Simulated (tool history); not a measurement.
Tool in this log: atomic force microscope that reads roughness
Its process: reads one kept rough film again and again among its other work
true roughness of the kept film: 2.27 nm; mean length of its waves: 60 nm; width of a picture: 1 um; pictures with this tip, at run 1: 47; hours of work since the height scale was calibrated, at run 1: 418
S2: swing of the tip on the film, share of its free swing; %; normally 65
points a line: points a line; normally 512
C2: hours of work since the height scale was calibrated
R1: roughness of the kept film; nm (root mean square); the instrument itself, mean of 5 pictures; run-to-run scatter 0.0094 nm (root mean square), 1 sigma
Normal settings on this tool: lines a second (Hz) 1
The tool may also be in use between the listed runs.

run 1 hour=0 | lines_a_second_(Hz)=1 S2=65 points_a_line=512 | pictures_with_this_tip=47 C2=418 | R1=2.133
run 2 hour=45 | lines_a_second_(Hz)=1 S2=65 points_a_line=512 | pictures_with_this_tip=113 C2=450 | R1=2.157
-- hour=49.9 new tip fitted
run 3 hour=118.9 | lines_a_second_(Hz)=1 S2=77 points_a_line=512 | pictures_with_this_tip=101 C2=504 | R1=2.043
-- hour=131.3 new tip fitted
run 4 hour=174 | lines_a_second_(Hz)=1 S2=77 points_a_line=512 | pictures_with_this_tip=63 C2=543 | R1=2.043
-- hour=212 new tip fitted
run 5 hour=242.4 | lines_a_second_(Hz)=1 S2=77 points_a_line=512 | pictures_with_this_tip=44 C2=593 | R1=2.038
-- hour=294.1 new tip fitted
run 6 hour=302.7 | lines_a_second_(Hz)=1 S2=77 points_a_line=512 | pictures_with_this_tip=13 C2=636 | R1=2.063
-- hour=375.4 new tip fitted
run 7 hour=386.6 | lines_a_second_(Hz)=0.88 S2=63 points_a_line=599 | pictures_with_this_tip=16 C2=697 | R1=2.145

Run 8, settings as shown, results not yet in. Your forecast:
run 8 hour=433.5 | lines_a_second_(Hz)=0.88 S2=63 points_a_line=599 | pictures_with_this_tip=85 C2=731 | R1=?

{"run 8": {"R1": 2.168}}
With no hidden state in the tool, this same run would have given R1 2.17 nm (root mean square).

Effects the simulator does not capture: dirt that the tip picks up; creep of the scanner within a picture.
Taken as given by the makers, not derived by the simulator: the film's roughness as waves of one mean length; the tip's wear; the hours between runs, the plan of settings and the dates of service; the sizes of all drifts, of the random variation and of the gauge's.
